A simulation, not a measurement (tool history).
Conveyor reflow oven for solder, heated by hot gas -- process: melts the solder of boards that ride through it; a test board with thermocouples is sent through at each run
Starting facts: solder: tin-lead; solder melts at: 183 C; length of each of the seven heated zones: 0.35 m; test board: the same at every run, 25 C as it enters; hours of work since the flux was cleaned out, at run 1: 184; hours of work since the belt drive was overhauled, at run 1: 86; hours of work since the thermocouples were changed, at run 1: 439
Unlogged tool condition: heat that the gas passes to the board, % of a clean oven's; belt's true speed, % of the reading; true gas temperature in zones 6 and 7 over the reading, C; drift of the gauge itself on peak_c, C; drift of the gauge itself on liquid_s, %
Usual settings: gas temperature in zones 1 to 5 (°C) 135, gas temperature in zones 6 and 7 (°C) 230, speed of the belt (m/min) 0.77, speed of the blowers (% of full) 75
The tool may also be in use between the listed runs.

run,hour,gas temperature in zones 1 to 5 (°C),gas temperature in zones 6 and 7 (°C),speed of the belt (m/min),speed of the blowers (% of full),hours of work since the flux was cleaned out,hours of work since the belt drive was overhauled,hours of work since the thermocouples were changed,highest temperature of the board (°C),time above the solder's melting point (s)
1,0,135,230,0.77,75,184,86,439,213.9,38.2
2,11.7,135,230,0.77,75,193,94,448,214,38.3
3,23.2,144,230,0.77,75,202,103,457,215.4,41.1
4,31.8,135,230,0.677,75,208,109,463,217.5,46.5
5,45.9,135,230,0.677,75,218,120,473,217.4,46.9
6,55.5,135,230,0.63,75,226,127,481,219.2,51.3
7,64.3,135,230,0.63,75,232,133,487,219,51
8,72.3,135,233,0.77,75,238,139,493,216.1,39.4
9,84.9,149,233,0.77,75,247,149,502,218.4,44.4
10,92.7,135,223,0.77,75,253,155,508,207.6,34
# hour 109.9: flux residue cleaned out of gas plates and filters
11,111.2,135,230,0.692,75,1,165,518,215.2,43.7
12,117.2,135,230,0.692,75,5,169,523,215.2,43.8
13,127.8,135,230,0.77,75,13,177,530,212.3,36.9
14,134.7,135,230,0.77,75,18,182,536,212,36.6
# hour 139.3: thermocouples of zones 6 and 7 changed
15,150.5,139,227,0.773,50,29,192,8,201.5,27.3
16,162.7,139,227,0.773,50,38,201,17,200.9,27.8
17,175.3,135,242,0.77,75,47,211,27,220.5,41.6
18,182.6,135,242,0.77,75,52,216,32,220.6,41.6
19,189.7,135,242,0.77,70,58,221,37,219.1,40.4
# hour 197.1: flux residue cleaned out of gas plates and filters, once more
20,208.4,135,230,0.77,59,8,231,48,209.5,34.9
21,219.4,135,230,0.77,59,17,240,56,209.3,35.1
22,225.8,135,218,0.77,57,21,244,60,198.9,26.2
23,238.1,135,243,0.77,56,30,254,70,219.2,40.6
24,246.9,134,230,0.669,71,37,260,76,216.8,47
25,258.4,134,230,0.873,69,46,269,85,207.9,29.7
26,268.3,146,230,0.807,72,53,276,92,213.9,38.6
27,277.6,130,234,0.776,56,60,283,99,210.2,33.3

What if the next run were any one of these 3? Each begins from the tool's condition after run 27:
A,283.7,125,230,0.725,75,64,287,103,?,?
B,283.7,135,244,0.77,75,64,287,103,?,?
C,283.7,130,234,0.792,59,64,287,103,?,?

run,highest temperature of the board (°C),time above the solder's melting point (s)
A,214.5,39
B,226,44.3
C,210.8,33.4
With no hidden state in the tool, these same runs would have given:
run,highest temperature of the board (°C),time above the solder's melting point (s)
A,215.7,39.8
B,227.3,44.7
C,211.9,34.2
